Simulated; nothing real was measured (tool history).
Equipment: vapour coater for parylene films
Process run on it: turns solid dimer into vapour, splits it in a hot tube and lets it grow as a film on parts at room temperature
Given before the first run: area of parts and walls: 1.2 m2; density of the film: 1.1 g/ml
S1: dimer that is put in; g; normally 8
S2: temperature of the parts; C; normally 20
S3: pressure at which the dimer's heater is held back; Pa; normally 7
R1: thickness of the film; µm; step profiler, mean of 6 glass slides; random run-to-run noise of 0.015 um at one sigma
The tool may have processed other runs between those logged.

run	hour	S1	S2	S3	R1
1	0	8	20	7	2.68
2	12.1	8	20	7	2.7
3	23.2	8	20	7	2.7
4	47.7	8	20	7	2.68
5	70	8	26	7	2.3
6	88.3	10	26	7	2.82
7	108.6	8	20	3.33	3.04
8	126.3	8	20	3.33	3.02
9	139.6	8	20	3.33	3.02
10	162.8	8	20	9.09	2.5
11	180.3	8	20	9.09	2.51
12	202.2	8	20	7	2.62
13	216.7	8	20	7	2.58
14	243.1	8	20	7	2.61
# hour 257.3: trap's valve overhauled
15	265.7	8	20	7	2.5
16	288.3	10	18	7.01	3.25
# hour 298.9: trap's valve overhauled, once more
17	303	8	23	8.4	2.43
18	326.4	8	12	2.44	4.06
19	350.2	13	30	7	3.38
20	369.7	8	17	7	2.92
21	388.6	8	17	7	2.91
22	402.6	8	17	7	2.9
23	427.3	3	20	7.86	0.96
24	449.5	8	12	7	3.29
25	468	3	12	7	1.24
26	488.5	6	20	7	1.98
27	511.9	6	12	2.45	2.98

Here are 5 independent what-if runs from the current tool condition. What would each one return?
A	529.9	8	12	2.45	?
B	529.9	6	13	2.89	?
C	529.9	11	27	2.72	?
D	529.9	8	20	3.05	?
E	529.9	6	30	9.6	?

run	R1
A	3.95
B	2.78
C	3.6
D	3.08
E	1.43
Take away the tool's hidden state, keep each run's random variation, and the runs would have read:
run	R1
A	4.19
B	2.95
C	3.82
D	3.26
E	1.51
